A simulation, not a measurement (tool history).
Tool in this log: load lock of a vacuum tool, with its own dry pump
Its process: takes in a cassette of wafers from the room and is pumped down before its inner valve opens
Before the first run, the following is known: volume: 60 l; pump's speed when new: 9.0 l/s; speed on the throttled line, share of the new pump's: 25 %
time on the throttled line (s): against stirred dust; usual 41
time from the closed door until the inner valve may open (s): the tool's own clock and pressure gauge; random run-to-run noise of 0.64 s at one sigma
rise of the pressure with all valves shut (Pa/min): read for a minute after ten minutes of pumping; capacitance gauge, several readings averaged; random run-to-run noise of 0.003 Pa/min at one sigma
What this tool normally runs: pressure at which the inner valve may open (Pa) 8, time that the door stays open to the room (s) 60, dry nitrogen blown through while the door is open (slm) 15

run	hour	time on the throttled line (s)	pressure at which the inner valve may open (Pa)	time that the door stays open to the room (s)	dry nitrogen blown through while the door is open (slm)	incoming humidity of the room's air, %	time from the closed door until the inner valve may open (s)	rise of the pressure with all valves shut (Pa/min)
1	0.0	41	8	60	15	40.4	105.4	0.016
2	68.8	41	8	60	15	47.9	106.2	0.015
3	145.5	41	8	60	15	42.6	106.2	0.017
4	264.5	41	8	60	15	39.0	105.9	0.017
5	328.6	41	8	60	15	45.0	105.5	0.023
6	403.7	41	8	60	15	42.3	106.0	0.019
7	469.3	41	8	60	15	45.2	105.9	0.020
8	573.1	41	8	60	15	46.8	105.3	0.018
9	672.1	41	8	60	30	48.4	107.1	0.017
10	743.6	41	8	60	30	44.3	106.7	0.015
11	855.6	41	8	60	30	46.7	107.1	0.011
12	943.9	41	8	60	30	45.3	106.4	0.014
13	1059.9	44	8	60	15	45.7	108.9	0.019
14	1169.4	41	8	60	15	44.4	107.6	0.024
15	1282.8	36	8	60	15	46.4	103.8	0.020
16	1396.7	36	8	60	15	43.3	104.3	0.025
17	1464.2	41	9	111	29	46.2	106.1	0.023
18	1575.4	23	9	37	5	41.4	94.9	0.023
19	1671.7	39	7	78	19	44.6	107.8	0.025
20	1733.5	41	8	29	21	43.1	108.4	0.019
21	1824.7	47	8	49	15	46.1	112.5	0.024
22	1908.4	47	8	49	15	42.3	110.4	0.018
23	1984.3	47	8	49	15	44.3	112.0	0.025
24	2085.9	22	7	83	4	42.7	96.9	0.034
25	2187.4	22	8	60	9	43.0	95.1	0.029
26	2305.8	77	12	60	9	45.9	129.6	0.031
27	2409.3	28	8	60	9	41.8	100.6	0.028
28	2522.3	41	8	126	10	44.2	109.9	0.034
29	2625.0	57	8	158	26	48.2	120.7	0.025
30	2720.3	41	12	60	15	47.8	104.8	0.031
31	2769.7	65	9	60	15	47.7	123.3	0.022
32	2825.6	71	13	38	15	44.1	123.7	0.025

Below, each run's measurement less what the same run would have read without the hidden state. Both values contain the same run-to-run variation, but the gauge's scatter may not be the same in both:
What the log doesn't record here: pump's speed, % of a new pump's; leak at the door's seal, Pa l/s; drift of the gauge itself on ready_s, %; drift of the gauge itself on rise_pa_min, %.
run	time from the closed door until the inner valve may open (s)	rise of the pressure with all valves shut (Pa/min)
1	+11.0	+0.007
2	+11.3	+0.007
3	+11.3	+0.007
4	+11.4	+0.007
5	+11.3	+0.007
6	+11.5	+0.008
7	+11.6	+0.007
8	+11.8	+0.008
9	+12.0	+0.007
10	+12.0	+0.008
11	+12.3	+0.008
12	+12.2	+0.008
13	+12.1	+0.009
14	+12.6	+0.009
15	+12.8	+0.009
16	+13.0	+0.009
17	+12.6	+0.009
18	+13.9	+0.010
19	+13.5	+0.010
20	+13.4	+0.010
21	+12.9	+0.010
22	+12.8	+0.010
23	+12.9	+0.011
24	+15.1	+0.010
25	+14.9	+0.011
26	+10.8	+0.011
27	+14.8	+0.012
28	+14.3	+0.011
29	+13.4	+0.012
30	+13.5	+0.011
31	+12.4	+0.012
32	+11.4	+0.012
